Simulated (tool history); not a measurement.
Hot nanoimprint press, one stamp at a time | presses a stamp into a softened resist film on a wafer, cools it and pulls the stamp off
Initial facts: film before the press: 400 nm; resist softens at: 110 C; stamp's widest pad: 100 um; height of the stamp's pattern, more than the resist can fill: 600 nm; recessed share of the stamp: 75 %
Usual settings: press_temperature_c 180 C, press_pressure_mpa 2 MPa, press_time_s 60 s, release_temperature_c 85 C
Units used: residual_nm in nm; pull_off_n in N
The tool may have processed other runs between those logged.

run	hour	press_temperature_c	press_pressure_mpa	press_time_s	release_temperature_c	residual_nm	pull_off_n
1	0	180	2	60	85	239.4	166
2	45.3	180	2	60	85	243.3	179
3	89.1	180	2	60	92	243.7	159
4	129.3	180	2	60	85	242.9	185
5	155.9	180	2	60	85	243	191
6	187.6	180	2	60	85	245.4	197
7	237.6	180	2	60	85	248.1	196
8	265.7	184	2	60	85	208	201
9	326.4	179	2	60	85	258	218
10	351.1	179	2	60	85	261.6	208
# hour 400.1: plate thermocouple calibrated
11	407.3	180	2	60	85	233.4	220
12	462.3	180	2.33	60	85	221	220
13	491	180	2	60	85	236.9	227
14	524.7	180	2	60	85	238.5	227
15	573.5	180	2.94	37	85	239.4	233
# hour 608.5: stamp cleaned and given a new release coat
16	628	180	1.38	38	85	301.7	152
# hour 663.6: press's hydraulic seals changed and the load cell set to zero
17	679.2	180	1.38	38	85	301.7	157
18	724	178	1.38	61	85	289	156
19	763.5	172	1.43	111	78	308.2	179
20	820	170	1.25	31	83	374.6	183
21	857.2	174	1.43	60	85	322.6	185

Run 22, settings as shown, results not yet in. Your forecast:
22	918.3	174	1.43	60	85	?	?

residual_nm: 329.2 nm
pull_off_n: 187 N
With the hidden condition absent and the run-to-run variation left alone, this run would have shown residual_nm 317.3 nm, pull_off_n 146 N.
